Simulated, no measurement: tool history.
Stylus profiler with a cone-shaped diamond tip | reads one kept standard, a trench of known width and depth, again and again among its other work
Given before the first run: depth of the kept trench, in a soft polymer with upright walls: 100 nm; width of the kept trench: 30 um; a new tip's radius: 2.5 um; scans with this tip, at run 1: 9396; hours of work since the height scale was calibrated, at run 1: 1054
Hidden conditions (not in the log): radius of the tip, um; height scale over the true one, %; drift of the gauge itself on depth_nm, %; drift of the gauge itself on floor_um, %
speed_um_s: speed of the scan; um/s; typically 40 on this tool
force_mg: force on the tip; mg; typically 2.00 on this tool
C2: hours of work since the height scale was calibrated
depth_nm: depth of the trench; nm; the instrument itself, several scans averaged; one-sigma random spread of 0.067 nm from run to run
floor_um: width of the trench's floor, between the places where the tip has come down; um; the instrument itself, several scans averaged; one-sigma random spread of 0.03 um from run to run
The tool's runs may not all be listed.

run 1 hour=0.0 | speed_um_s=40 force_mg=2.00 | scans_with_this_tip=9396 C2=1054 | depth_nm=100.59 floor_um=27.87
run 2 hour=39.6 | speed_um_s=40 force_mg=2.00 | scans_with_this_tip=9664 C2=1084 | depth_nm=100.65 floor_um=27.87
run 3 hour=58.0 | speed_um_s=40 force_mg=2.00 | scans_with_this_tip=9789 C2=1098 | depth_nm=100.66 floor_um=27.86
run 4 hour=95.4 | speed_um_s=40 force_mg=2.00 | scans_with_this_tip=10043 C2=1127 | depth_nm=100.68 floor_um=27.88
run 5 hour=114.0 | speed_um_s=40 force_mg=2.00 | scans_with_this_tip=10169 C2=1141 | depth_nm=100.74 floor_um=27.87
run 6 hour=134.7 | speed_um_s=40 force_mg=2.00 | scans_with_this_tip=10309 C2=1157 | depth_nm=100.68 floor_um=27.88
run 7 hour=173.4 | speed_um_s=40 force_mg=2.00 | scans_with_this_tip=10572 C2=1186 | depth_nm=100.65 floor_um=27.85
run 8 hour=192.8 | speed_um_s=40 force_mg=2.00 | scans_with_this_tip=10704 C2=1201 | depth_nm=100.58 floor_um=27.85
run 9 hour=233.6 | speed_um_s=40 force_mg=2.11 | scans_with_this_tip=10981 C2=1232 | depth_nm=100.73 floor_um=27.86
run 10 hour=262.1 | speed_um_s=40 force_mg=2.73 | scans_with_this_tip=11174 C2=1254 | depth_nm=100.76 floor_um=27.87
run 11 hour=287.6 | speed_um_s=40 force_mg=2.73 | scans_with_this_tip=11347 C2=1273 | depth_nm=100.93 floor_um=27.90
run 12 hour=313.4 | speed_um_s=40 force_mg=2.73 | scans_with_this_tip=11522 C2=1293 | depth_nm=100.84 floor_um=27.93
-- hour=336.6 height scale calibrated on a step standard
run 13 hour=341.4 | speed_um_s=40 force_mg=2.00 | scans_with_this_tip=11708 C2=4 | depth_nm=101.02 floor_um=27.79
run 14 hour=358.4 | speed_um_s=40 force_mg=2.00 | scans_with_this_tip=11824 C2=17 | depth_nm=100.92 floor_um=27.80
run 15 hour=389.9 | speed_um_s=40 force_mg=2.00 | scans_with_this_tip=12038 C2=41 | depth_nm=100.81 floor_um=27.83
run 16 hour=422.3 | speed_um_s=40 force_mg=2.00 | scans_with_this_tip=12258 C2=65 | depth_nm=100.93 floor_um=27.82
run 17 hour=458.7 | speed_um_s=40 force_mg=2.00 | scans_with_this_tip=12504 C2=93 | depth_nm=100.95 floor_um=27.83
run 18 hour=478.5 | speed_um_s=40 force_mg=0.90 | scans_with_this_tip=12639 C2=108 | depth_nm=100.57 floor_um=27.69
run 19 hour=504.0 | speed_um_s=40 force_mg=2.00 | scans_with_this_tip=12812 C2=127 | depth_nm=100.99 floor_um=27.74
run 20 hour=531.5 | speed_um_s=40 force_mg=2.00 | scans_with_this_tip=12999 C2=148 | depth_nm=100.84 floor_um=27.78
run 21 hour=560.2 | speed_um_s=40 force_mg=2.00 | scans_with_this_tip=13193 C2=170 | depth_nm=100.91 floor_um=27.82
run 22 hour=584.0 | speed_um_s=40 force_mg=2.00 | scans_with_this_tip=13355 C2=188 | depth_nm=100.90 floor_um=27.74
run 23 hour=620.9 | speed_um_s=40 force_mg=2.00 | scans_with_this_tip=13606 C2=217 | depth_nm=100.82 floor_um=27.78
run 24 hour=644.5 | speed_um_s=60 force_mg=1.33 | scans_with_this_tip=13766 C2=234 | depth_nm=100.58 floor_um=27.58
run 25 hour=674.4 | speed_um_s=30 force_mg=0.80 | scans_with_this_tip=13969 C2=257 | depth_nm=100.36 floor_um=27.69
run 26 hour=707.8 | speed_um_s=12 force_mg=1.09 | scans_with_this_tip=14195 C2=283 | depth_nm=100.53 floor_um=27.87
run 27 hour=730.8 | speed_um_s=12 force_mg=1.09 | scans_with_this_tip=14351 C2=300 | depth_nm=100.61 floor_um=27.89
run 28 hour=753.5 | speed_um_s=40 force_mg=0.86 | scans_with_this_tip=14505 C2=317 | depth_nm=100.43 floor_um=27.66
run 29 hour=787.4 | speed_um_s=22 force_mg=1.71 | scans_with_this_tip=14735 C2=343 | depth_nm=100.83 floor_um=27.83
run 30 hour=819.4 | speed_um_s=109 force_mg=4.68 | scans_with_this_tip=14953 C2=368 | depth_nm=101.53 floor_um=27.48
run 31 hour=854.6 | speed_um_s=109 force_mg=4.68 | scans_with_this_tip=15191 C2=394 | depth_nm=101.59 floor_um=27.54
run 32 hour=889.0 | speed_um_s=29 force_mg=2.58 | scans_with_this_tip=15424 C2=421 | depth_nm=101.00 floor_um=27.72
run 33 hour=918.1 | speed_um_s=29 force_mg=2.58 | scans_with_this_tip=15622 C2=443 | depth_nm=100.88 floor_um=27.76
run 34 hour=946.4 | speed_um_s=100 force_mg=1.90 | scans_with_this_tip=15814 C2=464 | depth_nm=100.71 floor_um=27.33

What will run 35 give?
run 35 hour=972.4 | speed_um_s=100 force_mg=1.90 | scans_with_this_tip=15991 C2=484 | depth_nm=? floor_um=?

depth_nm: 100.77 nm
floor_um: 27.23 um
On a tool with no hidden condition, and with the same random variation, this run would have come out at depth_nm 100.94 nm, floor_um 27.94 um.
